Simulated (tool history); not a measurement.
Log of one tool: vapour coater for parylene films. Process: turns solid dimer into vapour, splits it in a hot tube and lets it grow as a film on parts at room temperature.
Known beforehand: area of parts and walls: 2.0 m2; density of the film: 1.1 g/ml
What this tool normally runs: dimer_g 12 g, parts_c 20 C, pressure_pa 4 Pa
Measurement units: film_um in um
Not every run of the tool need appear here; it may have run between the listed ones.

{"run": 1, "hour": 0.0, "dimer_g": 12, "parts_c": 20, "pressure_pa": 4, "film_um": 2.97}
{"run": 2, "hour": 14.9, "dimer_g": 12, "parts_c": 20, "pressure_pa": 4, "film_um": 3.02}
{"run": 3, "hour": 24.2, "dimer_g": 12, "parts_c": 20, "pressure_pa": 4, "film_um": 2.98}
{"run": 4, "hour": 35.3, "dimer_g": 12, "parts_c": 20, "pressure_pa": 4, "film_um": 2.97}
{"run": 5, "hour": 42.7, "dimer_g": 12, "parts_c": 20, "pressure_pa": 4, "film_um": 2.98}
{"run": 6, "hour": 52.5, "dimer_g": 12, "parts_c": 20, "pressure_pa": 4, "film_um": 3.02}
{"run": 7, "hour": 59.2, "dimer_g": 12, "parts_c": 20, "pressure_pa": 4, "film_um": 3.01}
{"run": 8, "hour": 74.0, "dimer_g": 12, "parts_c": 20, "pressure_pa": 4, "film_um": 2.94}
{"run": 9, "hour": 87.9, "dimer_g": 12, "parts_c": 16, "pressure_pa": 4, "film_um": 3.18}
{"run": 10, "hour": 96.6, "dimer_g": 12, "parts_c": 16, "pressure_pa": 9.42, "film_um": 2.84}
{"run": 11, "hour": 108.3, "dimer_g": 12, "parts_c": 16, "pressure_pa": 9.42, "film_um": 2.91}
{"run": 12, "hour": 117.4, "dimer_g": 12, "parts_c": 16, "pressure_pa": 4, "film_um": 3.17}
{"run": 13, "hour": 131.0, "dimer_g": 12, "parts_c": 16, "pressure_pa": 4, "film_um": 3.14}
{"run": 14, "hour": 137.6, "dimer_g": 12, "parts_c": 16, "pressure_pa": 4, "film_um": 3.18}
{"run": 15, "hour": 144.5, "dimer_g": 12, "parts_c": 30, "pressure_pa": 4, "film_um": 2.57}
{"run": 16, "hour": 156.2, "dimer_g": 12, "parts_c": 23, "pressure_pa": 4, "film_um": 2.8}
{"run": 17, "hour": 166.2, "dimer_g": 12, "parts_c": 23, "pressure_pa": 4, "film_um": 2.82}
{"run": 18, "hour": 176.7, "dimer_g": 12, "parts_c": 23, "pressure_pa": 4, "film_um": 2.8}
{"run": 19, "hour": 183.6, "dimer_g": 12, "parts_c": 23, "pressure_pa": 4, "film_um": 2.8}
{"run": 20, "hour": 195.5, "dimer_g": 12, "parts_c": 23, "pressure_pa": 4, "film_um": 2.79}
{"run": 21, "hour": 204.5, "dimer_g": 12, "parts_c": 20, "pressure_pa": 4, "film_um": 2.93}
{"run": 22, "hour": 218.2, "dimer_g": 12, "parts_c": 20, "pressure_pa": 4, "film_um": 2.91}
{"run": 23, "hour": 233.0, "dimer_g": 12, "parts_c": 16, "pressure_pa": 4, "film_um": 3.14}
{"run": 24, "hour": 239.6, "dimer_g": 12, "parts_c": 16, "pressure_pa": 4, "film_um": 3.09}
{"run": 25, "hour": 247.3, "dimer_g": 19, "parts_c": 18, "pressure_pa": 8.52, "film_um": 4.39}

Estimate the outcome of run 26 from the log above:
{"run": 26, "hour": 257.1, "dimer_g": 10, "parts_c": 20, "pressure_pa": 8.52, "film_um": "?"}

{"run 26": {"film_um": 2.25}}
Without the tool's hidden state the same run would have given film_um 2.4 um.

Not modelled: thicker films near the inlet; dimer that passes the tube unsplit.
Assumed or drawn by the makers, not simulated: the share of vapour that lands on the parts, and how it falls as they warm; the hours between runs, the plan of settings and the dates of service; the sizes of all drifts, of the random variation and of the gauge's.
